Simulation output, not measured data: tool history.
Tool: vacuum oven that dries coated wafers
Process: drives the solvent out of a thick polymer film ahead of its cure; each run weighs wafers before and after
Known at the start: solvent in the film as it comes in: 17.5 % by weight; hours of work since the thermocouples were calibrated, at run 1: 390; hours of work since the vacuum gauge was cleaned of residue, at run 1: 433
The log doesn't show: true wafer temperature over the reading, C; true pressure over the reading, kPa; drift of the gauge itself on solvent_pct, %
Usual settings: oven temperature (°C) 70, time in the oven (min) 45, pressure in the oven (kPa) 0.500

run   hour  oven temperature (°C)  time in the oven (min)  pressure in the oven (kPa)  hours of work since the thermocouples were calibrated  hours of work since the vacuum gauge was cleaned of residue  solvent left in the film (%)
  1    0.0                     70                      45                       0.500                                                    390                                                          433                         1.761
  2   29.3                     70                      45                       0.641                                                    402                                                          445                         1.782
  3   44.8                     70                      45                       0.641                                                    409                                                          451                         1.785
  4   60.1                     70                      45                       0.641                                                    415                                                          458                         1.770
  5   80.4                     70                      45                       0.641                                                    423                                                          466                         1.784
  6  107.1                     70                      45                       0.641                                                    434                                                          477                         1.791
  7  123.2                     70                      45                       0.324                                                    441                                                          484                         1.703
  8  137.6                     70                      45                       0.324                                                    447                                                          490                         1.692
  9  154.9                     82                      45                       0.500                                                    454                                                          497                         0.243
 10  179.4                     69                      45                       0.500                                                    464                                                          507                         1.956
 11  204.5                     69                      45                       0.500                                                    475                                                          517                         1.970
 12  232.4                     69                      45                       0.500                                                    486                                                          529                         1.963
 13  247.2                     69                      45                       0.500                                                    492                                                          535                         1.966
 14  275.2                     69                      45                       0.500                                                    504                                                          546                         1.984
 15  304.2                     78                      56                       0.818                                                    516                                                          558                         0.358
 16  318.7                     78                      56                       0.818                                                    522                                                          564                         0.361
 17  342.4                     62                      69                       0.818                                                    531                                                          574                         2.231
 18  363.1                     62                      69                       0.818                                                    540                                                          583                         2.232
 19  375.2                     68                      29                       0.891                                                    545                                                          588                         4.317
 20  400.0                     57                      40                       1.107                                                    555                                                          598                         6.540
 21  421.7                     57                      40                       1.107                                                    564                                                          607                         6.543
 22  447.9                     56                      78                       0.717                                                    575                                                          618                         3.439
 23  476.5                     56                      78                       0.717                                                    587                                                          629                         3.438
 24  490.4                     75                      42                       0.477                                                    593                                                          635                         0.997
 25  513.0                     75                      47                       0.477                                                    602                                                          645                         0.750

5 ways to go on from here, each from the tool as it stands after run 25. What would each give?
  A  529.4                     56                      53                       0.610                                                    609                                                          651                             ?
  B  529.4                     84                      22                       1.312                                                    609                                                          651                             ?
  C  529.4                     76                      26                       0.268                                                    609                                                          651                             ?
  D  529.4                     75                      34                       0.477                                                    609                                                          651                             ?
  E  529.4                     70                      25                       0.477                                                    609                                                          651                             ?

run  solvent left in the film (%)
  A                         5.292
  B                         1.401
  C                         2.340
  D                         1.626
  E                         4.337
Without the tool's hidden state the same runs would have given:
run  solvent left in the film (%)
  A                         5.293
  B                         1.401
  C                         2.341
  D                         1.626
  E                         4.338

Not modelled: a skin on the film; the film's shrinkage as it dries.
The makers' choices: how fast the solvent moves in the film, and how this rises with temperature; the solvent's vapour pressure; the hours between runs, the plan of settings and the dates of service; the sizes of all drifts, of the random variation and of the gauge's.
